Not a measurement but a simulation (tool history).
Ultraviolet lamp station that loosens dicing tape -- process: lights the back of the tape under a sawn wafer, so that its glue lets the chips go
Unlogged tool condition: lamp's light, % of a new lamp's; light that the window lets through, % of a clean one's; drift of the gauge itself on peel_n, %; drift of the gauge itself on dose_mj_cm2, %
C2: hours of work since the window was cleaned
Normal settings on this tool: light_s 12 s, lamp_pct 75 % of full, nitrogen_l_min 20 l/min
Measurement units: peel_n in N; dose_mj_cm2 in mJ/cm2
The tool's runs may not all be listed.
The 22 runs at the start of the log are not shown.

At hour 1443.5: lamp changed.
Run 23, hour 1453.5: usual settings but light_s 8 s, lamp_pct 67 % of full, nitrogen_l_min 38 l/min; hours of work of the lamp 8; C2 128. Result: peel_n 0.749 N, dose_mj_cm2 177 mJ/cm2.
Run 24, hour 1540.6: usual settings but light_s 7 s, lamp_pct 79 % of full, nitrogen_l_min 34 l/min; hours of work of the lamp 74; C2 194. Result: peel_n 0.794 N, dose_mj_cm2 169 mJ/cm2.
Run 25, hour 1577.7: usual settings but light_s 7 s, lamp_pct 62 % of full, nitrogen_l_min 37 l/min; hours of work of the lamp 103; C2 223. Result: peel_n 1.081 N, dose_mj_cm2 135 mJ/cm2.
Run 26, hour 1645.1: usual settings but light_s 7 s, lamp_pct 62 % of full, nitrogen_l_min 37 l/min; hours of work of the lamp 154; C2 274. Result: peel_n 1.168 N, dose_mj_cm2 129 mJ/cm2.
Run 27, hour 1718.5: usual settings but lamp_pct 85 % of full, nitrogen_l_min 9 l/min; hours of work of the lamp 210; C2 330. Result: peel_n 0.636 N, dose_mj_cm2 288 mJ/cm2.
Run 28, hour 1762: usual settings but lamp_pct 85 % of full, nitrogen_l_min 9 l/min; hours of work of the lamp 243; C2 364. Result: peel_n 0.691 N, dose_mj_cm2 282 mJ/cm2.
Run 29, hour 1798.9: usual settings but nitrogen_l_min 6 l/min; hours of work of the lamp 272; C2 392. Result: peel_n 0.959 N, dose_mj_cm2 245 mJ/cm2.
At hour 1843.7: window cleaned of glue's vapour.
Run 30, hour 1877.9: usual settings but light_s 13 s, lamp_pct 95 % of full, nitrogen_l_min 7 l/min; hours of work of the lamp 332; C2 26. Result: peel_n 0.462 N, dose_mj_cm2 387 mJ/cm2.
Run 31, hour 1941.2: usual settings but light_s 7 s, lamp_pct 69 % of full, nitrogen_l_min 24 l/min; hours of work of the lamp 380; C2 74. Result: peel_n 1.154 N, dose_mj_cm2 145 mJ/cm2.
Run 32, hour 2006.6: usual settings but light_s 8 s, lamp_pct 79 % of full, nitrogen_l_min 24 l/min; hours of work of the lamp 430; C2 124. Result: peel_n 0.824 N, dose_mj_cm2 183 mJ/cm2.
Run 33, hour 2065.5: usual settings but light_s 8 s, lamp_pct 79 % of full, nitrogen_l_min 24 l/min; hours of work of the lamp 475; C2 170. Result: peel_n 0.907 N, dose_mj_cm2 175 mJ/cm2.
Run 34, hour 2104.1: usual settings but light_s 9 s, lamp_pct 79 % of full, nitrogen_l_min 24 l/min; hours of work of the lamp 504; C2 199. Result: peel_n 0.748 N, dose_mj_cm2 192 mJ/cm2.
Run 35, hour 2144.9: usual settings but light_s 9 s, lamp_pct 79 % of full, nitrogen_l_min 24 l/min; hours of work of the lamp 536; C2 230. Result: peel_n 0.831 N, dose_mj_cm2 191 mJ/cm2.
Run 36, hour 2194.9: usual settings but light_s 9 s, lamp_pct 79 % of full, nitrogen_l_min 24 l/min; hours of work of the lamp 574; C2 268. Result: peel_n 0.84 N, dose_mj_cm2 181 mJ/cm2.
Run 37, hour 2241.5: usual settings but light_s 7 s, lamp_pct 64 % of full, nitrogen_l_min 24 l/min; hours of work of the lamp 609; C2 304. Result: peel_n 1.464 N, dose_mj_cm2 112 mJ/cm2.
Run 38, hour 2300.8: usual settings but light_s 7 s, lamp_pct 64 % of full, nitrogen_l_min 24 l/min; hours of work of the lamp 655; C2 349. Result: peel_n 1.472 N, dose_mj_cm2 109 mJ/cm2.
Run 39, hour 2373.3: usual settings but light_s 7 s, lamp_pct 64 % of full, nitrogen_l_min 24 l/min; hours of work of the lamp 710; C2 405. Result: peel_n 1.593 N, dose_mj_cm2 102 mJ/cm2.
At hour 2401.9: window cleaned of glue's vapour.
Run 40, hour 2439.1: usual settings but light_s 8 s, lamp_pct 94 % of full, nitrogen_l_min 17 l/min; hours of work of the lamp 760; C2 28. Result: peel_n 0.856 N, dose_mj_cm2 200 mJ/cm2.
Run 41, hour 2526: usual settings but light_s 8 s, lamp_pct 94 % of full, nitrogen_l_min 17 l/min; hours of work of the lamp 826; C2 95. Result: peel_n 0.918 N, dose_mj_cm2 187 mJ/cm2.
Run 42, hour 2570.6: usual settings but light_s 11 s, lamp_pct 73 % of full; hours of work of the lamp 860; C2 129. Result: peel_n 0.805 N, dose_mj_cm2 193 mJ/cm2.

Each row is a separate what-if for the run after 42, all from the same tool condition, not one after another. Results?
Run A, hour 2650.2: usual settings but lamp_pct 72 % of full; hours of work of the lamp 921; C2 190. Result: peel_n ?, dose_mj_cm2 ?.
Run B, hour 2650.2: usual settings but light_s 20 s, lamp_pct 63 % of full, nitrogen_l_min 10 l/min; hours of work of the lamp 921; C2 190. Result: peel_n ?, dose_mj_cm2 ?.
Run C, hour 2650.2: usual settings but light_s 6 s; hours of work of the lamp 921; C2 190. Result: peel_n ?, dose_mj_cm2 ?.

run  peel_n  dose_mj_cm2
  A   0.785          201
  B   0.643          287
  C   1.638          103
Stripped of hidden state, with their random variation kept, the same runs would have yielded:
run  peel_n  dose_mj_cm2
  A   0.402          306
  B   0.316          439
  C   1.076          158
